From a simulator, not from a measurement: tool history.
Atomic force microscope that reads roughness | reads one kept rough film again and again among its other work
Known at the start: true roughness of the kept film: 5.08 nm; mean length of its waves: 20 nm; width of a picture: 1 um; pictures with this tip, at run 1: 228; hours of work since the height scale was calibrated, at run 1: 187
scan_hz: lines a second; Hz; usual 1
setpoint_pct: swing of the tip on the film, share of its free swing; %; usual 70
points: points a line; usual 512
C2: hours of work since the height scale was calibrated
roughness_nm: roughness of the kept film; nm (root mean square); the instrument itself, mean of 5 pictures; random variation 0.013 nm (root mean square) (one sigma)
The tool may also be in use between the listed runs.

Run 1, hour 0: usual settings; pictures with this tip 228; C2 187. Result: roughness_nm 2.498 nm (root mean square).
Run 2, hour 6.4: usual settings but points 275; pictures with this tip 237; C2 191. Result: roughness_nm 2.424 nm (root mean square).
Run 3, hour 13.1: usual settings but setpoint_pct 61 %; pictures with this tip 247; C2 195. Result: roughness_nm 2.49 nm (root mean square).
Run 4, hour 21.9: usual settings; pictures with this tip 260; C2 200. Result: roughness_nm 2.433 nm (root mean square).
Run 5, hour 26.2: usual settings but points 427; pictures with this tip 266; C2 202. Result: roughness_nm 2.384 nm (root mean square).
At hour 32.6: new tip fitted.
Run 6, hour 34: usual settings but points 427; pictures with this tip 2; C2 207. Result: roughness_nm 3.192 nm (root mean square).
Run 7, hour 39.1: usual settings but points 427; pictures with this tip 10; C2 210. Result: roughness_nm 3.152 nm (root mean square).
Run 8, hour 45.1: usual settings but points 427; pictures with this tip 18; C2 213. Result: roughness_nm 3.11 nm (root mean square).
Run 9, hour 52.6: usual settings; pictures with this tip 30; C2 218. Result: roughness_nm 3.077 nm (root mean square).
Run 10, hour 61.8: usual settings; pictures with this tip 43; C2 223. Result: roughness_nm 3.021 nm (root mean square).
Run 11, hour 69.4: usual settings; pictures with this tip 54; C2 228. Result: roughness_nm 2.995 nm (root mean square).
Run 12, hour 78.7: usual settings but setpoint_pct 67 %; pictures with this tip 68; C2 233. Result: roughness_nm 2.977 nm (root mean square).
Run 13, hour 85.9: usual settings but scan_hz 0.91 Hz; pictures with this tip 79; C2 237. Result: roughness_nm 2.904 nm (root mean square).
Run 14, hour 93.6: usual settings but scan_hz 0.91 Hz; pictures with this tip 90; C2 242. Result: roughness_nm 2.881 nm (root mean square).
Run 15, hour 98.2: usual settings but scan_hz 0.91 Hz; pictures with this tip 97; C2 245. Result: roughness_nm 2.855 nm (root mean square).
Run 16, hour 103.2: usual settings; pictures with this tip 104; C2 247. Result: roughness_nm 2.836 nm (root mean square).
Run 17, hour 111.7: usual settings; pictures with this tip 117; C2 252. Result: roughness_nm 2.813 nm (root mean square).
Run 18, hour 120.4: usual settings; pictures with this tip 130; C2 258. Result: roughness_nm 2.772 nm (root mean square).
Run 19, hour 126.7: usual settings but scan_hz 0.82 Hz; pictures with this tip 139; C2 261. Result: roughness_nm 2.749 nm (root mean square).
Run 20, hour 134.8: usual settings but scan_hz 0.82 Hz; pictures with this tip 151; C2 266. Result: roughness_nm 2.712 nm (root mean square).
Run 21, hour 144: usual settings but scan_hz 0.82 Hz; pictures with this tip 164; C2 271. Result: roughness_nm 2.676 nm (root mean square).
Run 22, hour 148.3: usual settings but scan_hz 0.82 Hz; pictures with this tip 171; C2 274. Result: roughness_nm 2.656 nm (root mean square).
Run 23, hour 156.6: usual settings but scan_hz 0.82 Hz; pictures with this tip 183; C2 279. Result: roughness_nm 2.654 nm (root mean square).
Run 24, hour 162.8: usual settings; pictures with this tip 192; C2 283. Result: roughness_nm 2.595 nm (root mean square).
Run 25, hour 167.9: usual settings but scan_hz 1.09 Hz; pictures with this tip 200; C2 286. Result: roughness_nm 2.568 nm (root mean square).
Run 26, hour 177.1: usual settings but scan_hz 1.09 Hz; pictures with this tip 213; C2 291. Result: roughness_nm 2.523 nm (root mean square).
Run 27, hour 184.5: usual settings but scan_hz 1.21 Hz, setpoint_pct 59 %, points 490; pictures with this tip 224; C2 295. Result: roughness_nm 2.574 nm (root mean square).
Run 28, hour 194.1: usual settings but scan_hz 0.6 Hz, setpoint_pct 59 %, points 493; pictures with this tip 238; C2 301. Result: roughness_nm 2.571 nm (root mean square).
Run 29, hour 201.5: usual settings but scan_hz 0.6 Hz, setpoint_pct 59 %, points 493; pictures with this tip 249; C2 305. Result: roughness_nm 2.549 nm (root mean square).
Run 30, hour 210.9: usual settings but scan_hz 0.6 Hz, setpoint_pct 59 %, points 271; pictures with this tip 263; C2 311. Result: roughness_nm 2.455 nm (root mean square).
At hour 212.5: height scale calibrated on a step standard.
At hour 220.1: new tip fitted.
Run 31, hour 222.1: usual settings but scan_hz 1.02 Hz, setpoint_pct 88 %, points 393; pictures with this tip 3; C2 5. Result: roughness_nm 2.887 nm (root mean square).
Run 32, hour 227: usual settings but setpoint_pct 71 %; pictures with this tip 10; C2 8. Result: roughness_nm 3.072 nm (root mean square).
Run 33, hour 231.1: usual settings but scan_hz 3.12 Hz, setpoint_pct 61 %; pictures with this tip 16; C2 11. Result: roughness_nm 2.981 nm (root mean square).
Run 34, hour 240.3: usual settings but scan_hz 3.12 Hz, setpoint_pct 61 %, points 973; pictures with this tip 29; C2 16. Result: roughness_nm 2.962 nm (root mean square).

The next listed run, before its measurement:
Run 35, hour 246.7: usual settings but scan_hz 3.12 Hz, setpoint_pct 61 %, points 973; pictures with this tip 39; C2 20. Result: roughness_nm ?.

Run 35 gave roughness_nm 2.909 nm (root mean square).
Without the tool's hidden state the same run would have given roughness_nm 3.094 nm (root mean square).
